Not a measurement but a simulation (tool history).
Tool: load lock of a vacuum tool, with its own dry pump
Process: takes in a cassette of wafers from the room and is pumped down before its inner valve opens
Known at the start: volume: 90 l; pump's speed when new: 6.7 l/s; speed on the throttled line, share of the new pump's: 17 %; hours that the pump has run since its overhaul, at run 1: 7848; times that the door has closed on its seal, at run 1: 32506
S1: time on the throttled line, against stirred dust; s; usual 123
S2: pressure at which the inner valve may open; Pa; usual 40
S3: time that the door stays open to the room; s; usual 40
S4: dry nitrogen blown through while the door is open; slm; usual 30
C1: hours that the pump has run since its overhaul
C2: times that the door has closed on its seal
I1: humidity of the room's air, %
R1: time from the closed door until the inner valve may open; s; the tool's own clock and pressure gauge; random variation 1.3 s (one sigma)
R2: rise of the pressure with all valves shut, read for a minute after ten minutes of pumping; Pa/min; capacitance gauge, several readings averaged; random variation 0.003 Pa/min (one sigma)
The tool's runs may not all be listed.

| run | hour | S1 | S2 | S3 | S4 | C1 | C2 | I1 | R1 | R2 |
|---|---|---|---|---|---|---|---|---|---|---|
| 1 | 0 | 123 | 40 | 40 | 30 | 7848 | 32506 | 48.3 | 222.3 | 0.144 |
| 2 | 472.9 | 195 | 40 | 40 | 30 | 8320 | 34465 | 47.6 | 280 | 0.155 |
| 3 | 1013.2 | 195 | 40 | 40 | 30 | 8861 | 36703 | 46.9 | 283.7 | 0.173 |
| 4 | 1276.7 | 195 | 40 | 40 | 30 | 9124 | 37794 | 42.4 | 286.1 | 0.175 |
| 5 | 1792.1 | 195 | 40 | 40 | 30 | 9640 | 39929 | 43.4 | 284.9 | 0.188 |
| 6 | 2045.2 | 195 | 40 | 40 | 30 | 9893 | 40978 | 45.2 | 283.2 | 0.191 |
| 7 | 2625.9 | 195 | 40 | 40 | 30 | 10473 | 43383 | 46.5 | 282.4 | 0.218 |
| 8 | 3083.9 | 195 | 40 | 40 | 30 | 10931 | 45280 | 46.2 | 286.7 | 0.225 |
|  | 3439.9 | dry pump taken out, an overhauled one fitted |
| 9 | 3563.8 | 195 | 40 | 40 | 30 | 124 | 47243 | 45.5 | 263.5 | 0.253 |
| 10 | 4099.5 | 195 | 33 | 40 | 30 | 660 | 49462 | 44.6 | 269.2 | 0.258 |
| 11 | 4430.3 | 123 | 40 | 40 | 30 | 990 | 50832 | 46.4 | 208.9 | 0.277 |
| 12 | 4812 | 123 | 40 | 40 | 30 | 1372 | 52414 | 44.6 | 208.8 | 0.286 |
| 13 | 5228 | 123 | 61 | 40 | 30 | 1788 | 54137 | 46.9 | 203.5 | 0.306 |
| 14 | 5474 | 232 | 40 | 40 | 30 | 2034 | 55156 | 44.8 | 299.6 | 0.31 |
| 15 | 5924.5 | 123 | 40 | 66 | 30 | 2485 | 57022 | 44.4 | 208.3 | 0.331 |
| 16 | 6319.9 | 123 | 40 | 66 | 30 | 2880 | 58660 | 45.4 | 212.3 | 0.352 |
| 17 | 6620.8 | 123 | 40 | 66 | 30 | 3181 | 59906 | 44.4 | 213.6 | 0.363 |
| 18 | 6874.2 | 123 | 40 | 66 | 10 | 3434 | 60956 | 43.5 | 212.1 | 0.389 |
| 19 | 7261.5 | 103 | 40 | 28 | 30 | 3822 | 62560 | 44.5 | 198 | 0.375 |
|  | 7607.7 | door's seal changed, seat wiped |
| 20 | 7840.1 | 103 | 40 | 28 | 30 | 4399 | 962 | 44.2 | 197.6 | 0.022 |
| 21 | 8316.5 | 103 | 40 | 28 | 30 | 4875 | 2936 | 43.7 | 199 | 0.031 |
| 22 | 8921.3 | 131 | 30 | 30 | 30 | 5480 | 5441 | 45.8 | 225.4 | 0.032 |
| 23 | 9401.5 | 131 | 30 | 30 | 30 | 5960 | 7430 | 44.4 | 226.9 | 0.047 |
| 24 | 9728.9 | 131 | 30 | 40 | 5 | 6288 | 8786 | 46.3 | 226.4 | 0.061 |
| 25 | 10154 | 178 | 46 | 96 | 11 | 6713 | 10547 | 46.6 | 261.1 | 0.102 |
| 26 | 10725.9 | 123 | 53 | 85 | 34 | 7284 | 12916 | 47.1 | 215 | 0.078 |
| 27 | 11131.4 | 203 | 33 | 85 | 34 | 7690 | 14596 | 40.9 | 290.2 | 0.085 |
| 28 | 11533.9 | 203 | 33 | 85 | 34 | 8093 | 16263 | 45.4 | 290.3 | 0.097 |
| 29 | 12023.9 | 218 | 46 | 85 | 34 | 8583 | 18293 | 47.8 | 296.9 | 0.102 |
| 30 | 12361.2 | 218 | 46 | 85 | 34 | 8920 | 19690 | 45 | 296 | 0.102 |
| 31 | 12769.1 | 218 | 46 | 85 | 34 | 9328 | 21379 | 39.7 | 296 | 0.105 |
| 32 | 13246.6 | 218 | 42 | 85 | 34 | 9805 | 23358 | 44.6 | 296.7 | 0.122 |
| 33 | 13509.7 | 116 | 40 | 90 | 30 | 10068 | 24447 | 43.5 | 218.8 | 0.125 |
| 34 | 13905.8 | 116 | 40 | 90 | 30 | 10464 | 26088 | 46 | 219.9 | 0.137 |
| 35 | 14378.1 | 112 | 40 | 90 | 19 | 10937 | 28045 | 46.6 | 219.4 | 0.166 |
|  | 14744.7 | dry pump taken out, an overhauled one fitted |
| 36 | 14773.7 | 112 | 40 | 54 | 10 | 29 | 29658 | 44.7 | 197.5 | 0.161 |

Forecast each of these 4 alternatives for the next run:
| A | 15351.1 | 112 | 49 | 47 | 37 | 606 | 32050 | 44.5 | ? | ? |
| B | 15351.1 | 198 | 53 | 61 | 10 | 606 | 32050 | 44.2 | ? | ? |
| C | 15351.1 | 93 | 40 | 67 | 12 | 606 | 32050 | 42.2 | ? | ? |
| D | 15351.1 | 123 | 40 | 35 | 30 | 606 | 32050 | 42.6 | ? | ? |

| run | R1 | R2 |
|---|---|---|
| A | 197.1 | 0.152 |
| B | 265 | 0.181 |
| C | 183.9 | 0.175 |
| D | 208.6 | 0.15 |
Without the tool's hidden state the same runs would have given:
| run | R1 | R2 |
|---|---|---|
| A | 196 | 0.025 |
| B | 264.1 | 0.055 |
| C | 182.7 | 0.049 |
| D | 207.2 | 0.023 |
